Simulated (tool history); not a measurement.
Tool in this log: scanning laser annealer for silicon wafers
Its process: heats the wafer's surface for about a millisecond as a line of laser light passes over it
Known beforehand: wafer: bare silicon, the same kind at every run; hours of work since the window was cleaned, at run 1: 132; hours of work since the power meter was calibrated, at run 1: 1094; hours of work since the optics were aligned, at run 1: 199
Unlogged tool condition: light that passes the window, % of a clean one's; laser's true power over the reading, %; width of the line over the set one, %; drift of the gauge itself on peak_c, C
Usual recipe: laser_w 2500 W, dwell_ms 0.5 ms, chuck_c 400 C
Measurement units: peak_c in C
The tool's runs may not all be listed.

run    hour  laser_w  dwell_ms  chuck_c  hours of work since the window was cleaned  hours of work since the power meter was calibrated  hours of work since the optics were aligned  peak_c
  1       0     2500       0.5      400                                         132                                                1094                                          199    1224
  2    52.8     2500       0.5      400                                         167                                                1130                                          235    1223
  3    94.1     2500       0.5      400                                         195                                                1158                                          263    1220
  4   141.5     2500       0.5      400                                         228                                                1190                                          295    1219
  5   178.7     2500       0.5      400                                         253                                                1216                                          320    1219
  6   226.5     2500       0.5      400                                         285                                                1248                                          353    1218
  7   268.6     2500       0.5      400                                         314                                                1277                                          381    1214
  8   297.4     2500       0.5      400                                         333                                                1296                                          401    1217
  9     326     2500       0.5      400                                         353                                                1315                                          420    1216
 10   355.3     2500     0.465      400                                         372                                                1335                                          440    1179
 11   401.9     2561       0.5      400                                         404                                                1367                                          472    1236
 12   455.9     2500       0.5      400                                         441                                                1403                                          508    1210
      463.2  -- optics aligned, line set to its width
 13   513.6     2620       0.5      400                                         476                                                1439                                           34    1246
 14   546.1     2500     0.518      400                                         498                                                1461                                           56    1220
 15   599.3     2500       0.5      400                                         534                                                1497                                           92    1206
      619.1  -- optics aligned, line set to its width, once more
 16   649.4     2338     0.471      400                                         565                                                1528                                           21    1135
 17   692.7     2691     0.356      408                                         594                                                1557                                           50    1126
 18   726.8     2691     0.356      408                                         618                                                1580                                           73    1125
 19   776.4     2691     0.356      408                                         651                                                1614                                          107    1123
 20   810.5     2691     0.356      408                                         674                                                1637                                          130    1122
 21   864.7     2716     0.356      366                                         711                                                1674                                          167    1085
 22   911.2     2147     0.414      400                                         743                                                1705                                          198    1019
 23   949.6     2671       0.5      394                                         769                                                1731                                          224    1259
 24  1004.5     2500     0.501      371                                         806                                                1769                                          261    1178
 25  1032.3     2500     0.501      371                                         825                                                1787                                          280    1180
 26  1087.8     2464     0.501      392                                         862                                                1825                                          318    1186
 27  1135.3     2464     0.501      392                                         894                                                1857                                          350    1183
 28  1177.7     2464     0.501      392                                         923                                                1886                                          379    1179
     1211.3  -- window over the wafer cleaned
 29  1229.6     2526     0.533      400                                          12                                                1920                                          412    1265

Forecast each of these 5 alternatives for the next run:
  A  1257.3     2526     0.533      383                                          31                                                1939                                          431       ?
  B  1257.3     2434     0.376      427                                          31                                                1939                                          431       ?
  C  1257.3     2732       0.5      414                                          31                                                1939                                          431       ?
  D  1257.3     2719     0.533      406                                          31                                                1939                                          431       ?
  E  1257.3     2196       0.5      439                                          31                                                1939                                          431       ?

run  peak_c
  A    1251
  B    1102
  C    1316
  D    1343
  E    1160
What these runs would have given with no unlogged condition in the tool:
run  peak_c
  A    1254
  B    1104
  C    1319
  D    1346
  E    1162
